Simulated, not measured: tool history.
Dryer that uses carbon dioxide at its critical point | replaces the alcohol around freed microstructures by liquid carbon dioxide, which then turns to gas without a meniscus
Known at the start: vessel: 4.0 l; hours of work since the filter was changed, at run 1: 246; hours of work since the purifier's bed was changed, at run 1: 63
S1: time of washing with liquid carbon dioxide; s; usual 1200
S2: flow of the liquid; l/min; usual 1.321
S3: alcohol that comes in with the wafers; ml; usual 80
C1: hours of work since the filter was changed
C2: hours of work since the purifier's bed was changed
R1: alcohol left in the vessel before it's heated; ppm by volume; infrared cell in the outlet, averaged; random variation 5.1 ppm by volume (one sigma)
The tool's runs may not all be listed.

Run 1, hour 0: usual settings; C1 246; C2 63. Result: R1 100 ppm by volume.
Run 2, hour 7.1: usual settings; C1 249; C2 67. Result: R1 100 ppm by volume.
Run 3, hour 11.1: usual settings but S3 51 ml; C1 251; C2 69. Result: R1 78 ppm by volume.
Run 4, hour 19.6: usual settings but S1 1320 s; C1 255; C2 73. Result: R1 71 ppm by volume.
Run 5, hour 28.8: usual settings but S1 1320 s; C1 260; C2 78. Result: R1 69 ppm by volume.
Run 6, hour 35.1: usual settings but S1 1320 s; C1 263; C2 81. Result: R1 56 ppm by volume.
Run 7, hour 40.9: usual settings; C1 266; C2 84. Result: R1 103 ppm by volume.
Run 8, hour 46.7: usual settings; C1 269; C2 86. Result: R1 119 ppm by volume.
Run 9, hour 55.9: usual settings; C1 273; C2 91. Result: R1 100 ppm by volume.
Run 10, hour 60.1: usual settings; C1 276; C2 93. Result: R1 101 ppm by volume.
Run 11, hour 64.3: usual settings; C1 278; C2 95. Result: R1 117 ppm by volume.
Run 12, hour 70.9: usual settings but S1 1260 s, S2 1.72 l/min; C1 281; C2 99. Result: R1 24 ppm by volume.
Run 13, hour 75: usual settings but S1 1260 s, S2 1.72 l/min; C1 283; C2 101. Result: R1 27 ppm by volume.
Run 14, hour 82.5: usual settings but S1 1260 s, S2 1.72 l/min; C1 287; C2 104. Result: R1 29 ppm by volume.
Run 15, hour 88.2: usual settings but S1 1260 s, S2 1.72 l/min; C1 290; C2 107. Result: R1 27 ppm by volume.
Run 16, hour 93.9: usual settings but S1 900 s, S2 1.28 l/min, S3 27 ml; C1 292; C2 110. Result: R1 155 ppm by volume.
Run 17, hour 102.2: usual settings but S1 900 s, S2 1.28 l/min, S3 27 ml; C1 297; C2 114. Result: R1 160 ppm by volume.
Run 18, hour 108.1: usual settings but S1 900 s, S2 1.28 l/min, S3 22 ml; C1 299; C2 117. Result: R1 132 ppm by volume.
Run 19, hour 112.4: usual settings but S1 1680 s, S2 1.43 l/min; C1 302; C2 119. Result: R1 30 ppm by volume.
Run 20, hour 117.8: usual settings but S2 1.53 l/min, S3 38 ml; C1 304; C2 122. Result: R1 49 ppm by volume.
Run 21, hour 125.3: usual settings but S2 1.53 l/min, S3 38 ml; C1 308; C2 126. Result: R1 40 ppm by volume.
Run 22, hour 134.6: usual settings but S1 1440 s, S2 1.44 l/min, S3 32 ml; C1 313; C2 130. Result: R1 32 ppm by volume.

Forecast each of these 4 alternatives for the next run:
Run A, hour 142.7: usual settings but S1 1140 s, S2 1.04 l/min, S3 27 ml; C1 317; C2 134. Result: R1 ?.
Run B, hour 142.7: usual settings but S1 1800 s, S2 1.77 l/min; C1 317; C2 134. Result: R1 ?.
Run C, hour 142.7: usual settings but S1 900 s, S2 1.54 l/min; C1 317; C2 134. Result: R1 ?.
Run D, hour 142.7: usual settings but S2 1.52 l/min, S3 24 ml; C1 317; C2 134. Result: R1 ?.

run   R1
  A  141
  B   18
  C  209
  D   33
Without the tool's hidden state the same runs would have given:
run   R1
  A  109
  B    1
  C  164
  D   15

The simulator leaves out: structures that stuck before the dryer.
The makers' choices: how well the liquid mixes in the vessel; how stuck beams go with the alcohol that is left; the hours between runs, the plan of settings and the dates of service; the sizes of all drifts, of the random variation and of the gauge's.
